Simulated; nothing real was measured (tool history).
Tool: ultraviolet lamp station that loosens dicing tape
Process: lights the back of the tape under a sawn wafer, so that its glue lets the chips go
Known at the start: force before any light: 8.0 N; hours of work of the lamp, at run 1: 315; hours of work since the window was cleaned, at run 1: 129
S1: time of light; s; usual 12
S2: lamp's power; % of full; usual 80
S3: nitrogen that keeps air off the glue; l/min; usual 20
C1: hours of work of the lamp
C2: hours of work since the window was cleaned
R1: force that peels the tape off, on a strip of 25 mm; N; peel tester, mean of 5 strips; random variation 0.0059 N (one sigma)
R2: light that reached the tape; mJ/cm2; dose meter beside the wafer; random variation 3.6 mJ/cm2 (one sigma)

run 1 hour=0 | S1=12 S2=80 S3=20 | C1=315 C2=129 | R1=0.206 R2=523
run 2 hour=15.4 | S1=12 S2=80 S3=20 | C1=323 C2=137 | R1=0.199 R2=522
run 3 hour=31 | S1=12 S2=80 S3=20 | C1=330 C2=145 | R1=0.212 R2=520
run 4 hour=44.2 | S1=12 S2=80 S3=20 | C1=337 C2=151 | R1=0.212 R2=523
run 5 hour=63.2 | S1=12 S2=80 S3=20 | C1=346 C2=160 | R1=0.221 R2=523
run 6 hour=74.5 | S1=7 S2=80 S3=20 | C1=351 C2=166 | R1=0.737 R2=302
run 7 hour=93.2 | S1=7 S2=80 S3=20 | C1=361 C2=175 | R1=0.759 R2=298
run 8 hour=101.6 | S1=7 S2=80 S3=20 | C1=365 C2=179 | R1=0.74 R2=300
run 9 hour=114.4 | S1=7 S2=80 S3=20 | C1=371 C2=185 | R1=0.778 R2=296
run 10 hour=125.8 | S1=12 S2=80 S3=20 | C1=376 C2=191 | R1=0.223 R2=509
run 11 hour=139.7 | S1=12 S2=80 S3=20 | C1=383 C2=197 | R1=0.22 R2=514
run 12 hour=156.9 | S1=13 S2=78 S3=16 | C1=392 C2=206 | R1=0.234 R2=536
run 13 hour=173.8 | S1=19 S2=80 S3=20 | C1=400 C2=214 | R1=0.114 R2=797
run 14 hour=190.2 | S1=19 S2=80 S3=20 | C1=408 C2=222 | R1=0.118 R2=789
run 15 hour=199.7 | S1=19 S2=91 S3=20 | C1=412 C2=227 | R1=0.109 R2=894
run 16 hour=214.9 | S1=7 S2=88 S3=20 | C1=420 C2=234 | R1=0.655 R2=319
run 17 hour=233.4 | S1=7 S2=88 S3=20 | C1=429 C2=243 | R1=0.701 R2=319
run 18 hour=249 | S1=12 S2=80 S3=28 | C1=436 C2=251 | R1=0.184 R2=497
run 19 hour=263 | S1=12 S2=80 S3=28 | C1=443 C2=257 | R1=0.178 R2=492
run 20 hour=271.2 | S1=7 S2=83 S3=10 | C1=447 C2=261 | R1=1.327 R2=300

Hidden state or all else? Some run-to-run changes of R1, split into what the settings, what came in and random variation would give without the hidden state, and what is left for the hidden state (with any gauge scatter that isn't in both results):
The hidden state here: lamp's light, % of a new lamp's; light that the window lets through, % of a clean one's; drift of the gauge itself on peel_n, %; drift of the gauge itself on dose_mj_cm2, %.
Run 9 -> 10: S1 7 -> 12. R1 -0.555 N: hidden state -0.161, all else -0.394.
Run 15 -> 16: S1 19 -> 7, S2 91 -> 88. R1 +0.546 N: hidden state +0.214, all else +0.332.
Run 19 -> 20: S1 12 -> 7, S2 80 -> 83, S3 28 -> 10. R1 +1.149 N: hidden state +0.338, all else +0.811.
